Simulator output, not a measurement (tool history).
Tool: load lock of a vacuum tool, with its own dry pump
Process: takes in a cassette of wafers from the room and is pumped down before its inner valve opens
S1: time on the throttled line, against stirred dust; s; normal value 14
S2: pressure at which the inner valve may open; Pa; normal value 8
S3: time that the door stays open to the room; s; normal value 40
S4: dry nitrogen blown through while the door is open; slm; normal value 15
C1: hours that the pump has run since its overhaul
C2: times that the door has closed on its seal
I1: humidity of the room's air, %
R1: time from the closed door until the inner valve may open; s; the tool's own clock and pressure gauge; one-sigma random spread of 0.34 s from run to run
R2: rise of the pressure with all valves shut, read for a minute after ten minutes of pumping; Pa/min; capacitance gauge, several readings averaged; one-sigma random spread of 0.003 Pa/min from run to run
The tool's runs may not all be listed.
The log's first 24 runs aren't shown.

Run 25, hour 9261.9: usual settings but S1 24 s, S2 6 Pa; C1 18325; C2 8842; I1 45.1. Result: R1 37.4 s, R2 0.082 Pa/min.
Run 26, hour 9743.1: usual settings but S1 21 s, S2 7 Pa, S3 46 s, S4 28 slm; C1 18807; C2 10691; I1 44.3. Result: R1 34.4 s, R2 0.082 Pa/min.
Run 27, hour 10103.7: usual settings but S2 9 Pa, S4 13 slm; C1 19167; C2 12076; I1 50.0. Result: R1 29.8 s, R2 0.117 Pa/min.
Run 28, hour 10478.5: usual settings but S1 15 s, S2 13 Pa, S3 77 s, S4 13 slm; C1 19542; C2 13515; I1 48.7. Result: R1 29.9 s, R2 0.137 Pa/min.
Run 29, hour 10881.3: usual settings but S3 230 s, S4 6 slm; C1 19945; C2 15062; I1 44.3. Result: R1 30.2 s, R2 0.227 Pa/min.
Run 30, hour 11373.6: usual settings but S3 230 s, S4 6 slm; C1 20437; C2 16953; I1 45.5. Result: R1 30.4 s, R2 0.244 Pa/min.
Run 31, hour 11828.2: usual settings but S2 7 Pa; C1 20892; C2 18699; I1 46.9. Result: R1 30.7 s, R2 0.168 Pa/min.
Run 32, hour 12242.2: usual settings but S1 8 s, S2 7 Pa, S3 154 s; C1 21306; C2 20289; I1 45.4. Result: R1 27.5 s, R2 0.219 Pa/min.
Run 33, hour 12744.8: usual settings but S1 10 s, S2 7 Pa, S3 85 s, S4 8 slm; C1 21808; C2 22220; I1 44.0. Result: R1 28.5 s, R2 0.228 Pa/min.
Run 34, hour 12980.9: usual settings but S1 19 s, S2 10 Pa, S4 10 slm; C1 22044; C2 23126; I1 45.6. Result: R1 33.8 s, R2 0.210 Pa/min.
Run 35, hour 13344.5: usual settings but S1 21 s, S3 237 s; C1 22408; C2 24523; I1 43.3. Result: R1 35.0 s, R2 0.295 Pa/min.
Run 36, hour 13632.1: usual settings but S1 21 s, S3 237 s; C1 22696; C2 25627; I1 45.1. Result: R1 35.4 s, R2 0.308 Pa/min.

Here are 5 independent what-if runs from the current tool condition. What would each one return?
At hour 13919.0: door's seal changed, seat wiped.
Run A, hour 14116.3: usual settings but S1 16 s, S2 13 Pa, S3 41 s; C1 23178; C2 758; I1 45.8. Result: R1 ?, R2 ?.
At hour 13919.0: door's seal changed, seat wiped.
Run B, hour 14116.3: usual settings but S1 13 s, S2 10 Pa, S4 37 slm; C1 23178; C2 758; I1 45.7. Result: R1 ?, R2 ?.
At hour 13919.0: door's seal changed, seat wiped.
Run C, hour 14116.3: usual settings but S1 21 s, S3 237 s; C1 23178; C2 758; I1 44.2. Result: R1 ?, R2 ?.
At hour 13919.0: door's seal changed, seat wiped.
Run D, hour 14116.3: usual settings but S4 22 slm; C1 23178; C2 758; I1 45.5. Result: R1 ?, R2 ?.
At hour 13919.0: door's seal changed, seat wiped.
Run E, hour 14116.3: usual settings but S3 34 s, S4 7 slm; C1 23178; C2 758; I1 46.1. Result: R1 ?, R2 ?.

run    R1     R2
  A  30.7  0.057
  B  28.7  0.038
  C  35.8  0.119
  D  30.9  0.046
  E  30.8  0.055
The same runs, with their run-to-run variation unchanged, on a tool lacking any hidden condition would have given:
run    R1     R2
  A  27.6  0.053
  B  25.3  0.034
  C  32.8  0.115
  D  27.4  0.042
  E  27.3  0.051

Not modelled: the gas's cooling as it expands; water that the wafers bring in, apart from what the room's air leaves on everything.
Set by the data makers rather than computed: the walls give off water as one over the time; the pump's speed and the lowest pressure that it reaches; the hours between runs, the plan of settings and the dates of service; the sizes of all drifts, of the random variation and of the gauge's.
